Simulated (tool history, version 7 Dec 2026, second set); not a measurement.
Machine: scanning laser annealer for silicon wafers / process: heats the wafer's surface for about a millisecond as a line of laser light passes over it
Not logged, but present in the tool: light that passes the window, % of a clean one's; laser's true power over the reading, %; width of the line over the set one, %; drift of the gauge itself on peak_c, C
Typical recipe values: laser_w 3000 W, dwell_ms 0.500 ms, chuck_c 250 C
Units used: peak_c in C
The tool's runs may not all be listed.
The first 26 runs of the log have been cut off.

run     day  laser_w  dwell_ms  chuck_c  hours of work since the window was cleaned  hours of work since the power meter was calibrated  hours of work since the optics were aligned  peak_c
 27  18.850     3074     0.502      252                                          54                                                 867                                          741     964
 28  19.492     2696     0.502      242                                          64                                                 877                                          751     854
 29  20.058     2806     0.405      250                                          72                                                 885                                          759     824
 30  20.746     3000     0.500      273                                          83                                                 895                                          770     959
 31  21.625     3000     0.394      235                                          96                                                 909                                          783     845
 32  22.638     2958     0.444      267                                         111                                                 924                                          798     902
 33  23.212     3000     0.494      250                                         120                                                 932                                          807     934
 34  23.646     2953     0.500      222                                         126                                                 939                                          813     894
 35  24.521     3253     0.443      249                                         139                                                 952                                          827     956
 36  25.054     3253     0.596      255                                         147                                                 960                                          835    1073
 37  25.808     3258     0.579      257                                         159                                                 972                                          846    1063
 38  26.312     3000     0.481      250                                         166                                                 979                                          854     919
 39  27.367     3000     0.481      250                                         182                                                 995                                          869     915
 40  27.896     2580     0.463      213                                         190                                                1003                                          877     763

Each row is a separate what-if for the run after 40, all from the same tool condition, not one after another. Results?
  A  28.579     3216     0.372      265                                         200                                                1013                                          888       ?
  B  28.579     3122     0.562      278                                         200                                                1013                                          888       ?
  C  28.579     2689     0.609      282                                         200                                                1013                                          888       ?

run  peak_c
  A     899
  B    1030
  C     938
Had the tool no hidden state, the same runs would have come out as:
run  peak_c
  A     921
  B    1056
  C     960
